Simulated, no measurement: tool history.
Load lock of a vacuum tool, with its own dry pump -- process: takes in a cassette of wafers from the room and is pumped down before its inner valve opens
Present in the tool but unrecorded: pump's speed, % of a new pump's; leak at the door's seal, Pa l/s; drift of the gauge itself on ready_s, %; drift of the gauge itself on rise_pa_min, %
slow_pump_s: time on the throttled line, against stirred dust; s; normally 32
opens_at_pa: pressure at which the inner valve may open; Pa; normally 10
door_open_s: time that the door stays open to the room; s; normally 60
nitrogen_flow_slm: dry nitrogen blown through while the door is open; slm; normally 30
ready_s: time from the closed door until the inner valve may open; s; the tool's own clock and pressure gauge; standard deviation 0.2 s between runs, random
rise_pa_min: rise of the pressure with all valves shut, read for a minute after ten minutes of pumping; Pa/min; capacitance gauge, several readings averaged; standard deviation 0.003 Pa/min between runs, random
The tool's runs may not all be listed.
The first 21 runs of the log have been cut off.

| run | hour | slow_pump_s | opens_at_pa | door_open_s | nitrogen_flow_slm | hours that the pump has run since its overhaul | times that the door has closed on its seal | incoming humidity of the room's air, % | ready_s | rise_pa_min |
|---|---|---|---|---|---|---|---|---|---|---|
| 22 | 1462.2 | 31 | 12 | 114 | 30 | 5125 | 5759 | 44.7 | 65.9 | 0.040 |
| 23 | 1552.2 | 39 | 10 | 67 | 6 | 5214 | 6109 | 46.4 | 72.9 | 0.059 |
| 24 | 1605.3 | 40 | 10 | 60 | 17 | 5268 | 6316 | 40.6 | 73.6 | 0.050 |
| 25 | 1663.3 | 29 | 7 | 60 | 17 | 5326 | 6541 | 48.4 | 67.1 | 0.044 |
| 26 | 1754.8 | 29 | 7 | 44 | 19 | 5417 | 6897 | 49.6 | 67.1 | 0.048 |
| 27 | 1796.9 | 29 | 7 | 44 | 19 | 5459 | 7060 | 44.8 | 66.9 | 0.044 |
| 28 | 1892.7 | 29 | 7 | 44 | 19 | 5555 | 7433 | 46.4 | 67.3 | 0.041 |
| 29 | 1971.3 | 29 | 7 | 44 | 19 | 5634 | 7738 | 45.7 | 67.3 | 0.054 |
| 30 | 2022.0 | 32 | 15 | 55 | 30 | 5684 | 7935 | 46.7 | 66.1 | 0.052 |
| 31 | 2088.0 | 34 | 10 | 55 | 18 | 5750 | 8191 | 42.8 | 69.1 | 0.055 |
| 32 | 2156.9 | 45 | 19 | 27 | 6 | 5819 | 8459 | 43.3 | 74.5 | 0.067 |
| 33 | 2233.0 | 45 | 19 | 27 | 6 | 5895 | 8755 | 43.7 | 74.7 | 0.064 |
| 34 | 2298.0 | 32 | 8 | 155 | 4 | 5960 | 9008 | 43.7 | 68.7 | 0.092 |
| 35 | 2355.9 | 32 | 8 | 155 | 4 | 6018 | 9232 | 46.2 | 68.9 | 0.097 |
| 36 | 2403.2 | 32 | 8 | 60 | 30 | 6065 | 9416 | 41.7 | 69.0 | 0.059 |

Here are 3 independent what-if runs from the current tool condition. What would each one return?
| A | 2476.2 | 38 | 8 | 124 | 30 | 6139 | 9700 | 45.6 | ? | ? |
| B | 2476.2 | 59 | 19 | 41 | 30 | 6139 | 9700 | 45.5 | ? | ? |
| C | 2476.2 | 25 | 7 | 60 | 7 | 6139 | 9700 | 42.9 | ? | ? |

| run | ready_s | rise_pa_min |
|---|---|---|
| A | 73.8 | 0.070 |
| B | 85.4 | 0.057 |
| C | 64.4 | 0.076 |
With the hidden condition removed and each run's random variation left untouched, the same runs would have given:
| run | ready_s | rise_pa_min |
|---|---|---|
| A | 72.6 | 0.014 |
| B | 84.5 | 0.003 |
| C | 63.1 | 0.021 |
